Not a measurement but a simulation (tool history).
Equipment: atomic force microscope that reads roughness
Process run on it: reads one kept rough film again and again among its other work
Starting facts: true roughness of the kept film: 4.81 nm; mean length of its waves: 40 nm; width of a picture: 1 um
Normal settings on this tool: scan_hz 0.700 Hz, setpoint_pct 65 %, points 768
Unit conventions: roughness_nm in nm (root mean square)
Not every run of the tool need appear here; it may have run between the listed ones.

| run | hour | scan_hz | setpoint_pct | points | roughness_nm |
|---|---|---|---|---|---|
| 1 | 0.0 | 0.700 | 65 | 768 | 4.035 |
| 2 | 45.1 | 0.700 | 65 | 768 | 3.843 |
| 3 | 73.4 | 0.700 | 65 | 768 | 3.757 |
|  | 90.9 | new tip fitted |
| 4 | 121.5 | 0.700 | 65 | 768 | 4.263 |
| 5 | 161.6 | 0.700 | 65 | 768 | 4.078 |
| 6 | 193.9 | 0.700 | 65 | 768 | 3.919 |
| 7 | 229.2 | 0.700 | 65 | 768 | 3.811 |
| 8 | 250.9 | 0.700 | 65 | 357 | 3.723 |
|  | 277.5 | new tip fitted |
| 9 | 300.2 | 0.700 | 68 | 768 | 4.321 |
| 10 | 336.0 | 0.700 | 65 | 768 | 4.146 |
|  | 339.1 | height scale calibrated on a step standard |
| 11 | 372.4 | 0.700 | 65 | 768 | 3.961 |
| 12 | 410.4 | 0.700 | 65 | 768 | 3.816 |
| 13 | 458.1 | 0.700 | 65 | 768 | 3.693 |
|  | 464.5 | new tip fitted |
| 14 | 506.7 | 0.700 | 65 | 768 | 4.224 |
| 15 | 527.7 | 0.700 | 78 | 874 | 4.017 |
| 16 | 576.5 | 0.700 | 78 | 874 | 3.855 |
|  | 586.2 | height scale calibrated on a step standard, once more |
| 17 | 622.5 | 3.084 | 68 | 366 | 3.312 |
|  | 653.3 | new tip fitted |
| 18 | 661.5 | 3.084 | 68 | 366 | 3.843 |
| 19 | 704.0 | 3.084 | 68 | 366 | 3.688 |
| 20 | 752.3 | 0.700 | 75 | 768 | 3.872 |
| 21 | 802.3 | 0.700 | 75 | 768 | 3.691 |
| 22 | 838.6 | 0.700 | 65 | 758 | 3.648 |
|  | 843.6 | new tip fitted |
| 23 | 883.9 | 0.700 | 65 | 430 | 4.172 |
| 24 | 921.9 | 0.523 | 65 | 555 | 4.070 |
| 25 | 955.3 | 0.523 | 80 | 416 | 3.799 |
| 26 | 1004.8 | 0.523 | 80 | 416 | 3.647 |
|  | 1031.5 | new tip fitted |
| 27 | 1039.3 | 0.934 | 69 | 661 | 4.312 |

How would selected steps in roughness_nm from run to run divide? Give the signed amount a tool lacking its hidden state would still show from settings, what came in and random variation, and the signed amount left for the hidden state, including any gauge scatter that is not in both of the compared results.
Unlogged tool condition in this case: radius of the tip, nm; height scale over the true one, %; drift of the gauge itself on roughness_nm, %.
Run 8 -> 9: setpoint_pct 65 -> 68, points 357 -> 768, new tip fitted. roughness_nm +0.598 nm (root mean square): hidden state +0.584, all else +0.014.
Run 26 -> 27: scan_hz 0.523 -> 0.934, setpoint_pct 80 -> 69, points 416 -> 661, new tip fitted. roughness_nm +0.665 nm (root mean square): hidden state +0.624, all else +0.041.

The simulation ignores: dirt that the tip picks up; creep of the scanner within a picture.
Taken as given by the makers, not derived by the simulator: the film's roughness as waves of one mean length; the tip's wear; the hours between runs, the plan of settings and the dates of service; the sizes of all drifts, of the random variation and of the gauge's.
